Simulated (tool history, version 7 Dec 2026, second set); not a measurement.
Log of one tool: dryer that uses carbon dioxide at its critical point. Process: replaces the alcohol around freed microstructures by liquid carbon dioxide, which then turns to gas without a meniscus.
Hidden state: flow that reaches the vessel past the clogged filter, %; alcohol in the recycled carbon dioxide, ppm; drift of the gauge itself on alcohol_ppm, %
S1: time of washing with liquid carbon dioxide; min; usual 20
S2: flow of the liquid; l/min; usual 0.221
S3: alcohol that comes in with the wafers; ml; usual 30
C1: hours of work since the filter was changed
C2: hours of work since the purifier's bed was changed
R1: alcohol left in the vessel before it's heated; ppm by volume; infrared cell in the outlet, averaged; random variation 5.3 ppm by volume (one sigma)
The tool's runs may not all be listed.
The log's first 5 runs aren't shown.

{"run": 6, "day": 4.846, "S1": 20, "S2": 0.221, "S3": 30, "C1": 155, "C2": 522, "R1": 184}
{"run": 7, "day": 5.821, "S1": 20, "S2": 0.221, "S3": 30, "C1": 165, "C2": 532, "R1": 198}
{"run": 8, "day": 7.042, "S1": 24, "S2": 0.221, "S3": 30, "C1": 178, "C2": 544, "R1": 82}
{"run": 9, "day": 8.408, "S1": 12, "S2": 0.221, "S3": 30, "C1": 192, "C2": 558, "R1": 1829}
{"run": 10, "day": 10.038, "S1": 30, "S2": 0.221, "S3": 30, "C1": 208, "C2": 575, "R1": 39}
{"run": 11, "day": 10.804, "S1": 20, "S2": 0.221, "S3": 30, "C1": 216, "C2": 583, "R1": 215}
{"run": 12, "day": 11.704, "S1": 20, "S2": 0.221, "S3": 30, "C1": 226, "C2": 592, "R1": 219}
{"run": 13, "day": 12.421, "S1": 20, "S2": 0.221, "S3": 30, "C1": 233, "C2": 599, "R1": 224}
{"run": 14, "day": 13.25, "S1": 20, "S2": 0.221, "S3": 92, "C1": 241, "C2": 608, "R1": 627}
{"day": 13.554, "done": "inlet filter changed"}
{"run": 15, "day": 14.217, "S1": 20, "S2": 0.221, "S3": 92, "C1": 7, "C2": 617, "R1": 359}
{"run": 16, "day": 15.517, "S1": 20, "S2": 0.221, "S3": 92, "C1": 20, "C2": 631, "R1": 374}
{"run": 17, "day": 16.633, "S1": 20, "S2": 0.302, "S3": 30, "C1": 31, "C2": 642, "R1": 31}
{"run": 18, "day": 18.088, "S1": 20, "S2": 0.221, "S3": 47, "C1": 46, "C2": 657, "R1": 216}
{"run": 19, "day": 19.025, "S1": 20, "S2": 0.221, "S3": 47, "C1": 56, "C2": 666, "R1": 212}
{"run": 20, "day": 20.529, "S1": 20, "S2": 0.221, "S3": 47, "C1": 71, "C2": 682, "R1": 230}
{"run": 21, "day": 22.112, "S1": 20, "S2": 0.221, "S3": 47, "C1": 87, "C2": 698, "R1": 235}
{"run": 22, "day": 23.754, "S1": 32, "S2": 0.221, "S3": 30, "C1": 104, "C2": 715, "R1": 32}
{"run": 23, "day": 24.504, "S1": 32, "S2": 0.221, "S3": 30, "C1": 112, "C2": 722, "R1": 27}

The next listed run, before its measurement:
{"run": 24, "day": 25.854, "S1": 32, "S2": 0.221, "S3": 30, "C1": 126, "C2": 736, "R1": "?"}

Run 24 gave R1 38 ppm by volume.
Without the tool's hidden state the same run would have given R1 9 ppm by volume.

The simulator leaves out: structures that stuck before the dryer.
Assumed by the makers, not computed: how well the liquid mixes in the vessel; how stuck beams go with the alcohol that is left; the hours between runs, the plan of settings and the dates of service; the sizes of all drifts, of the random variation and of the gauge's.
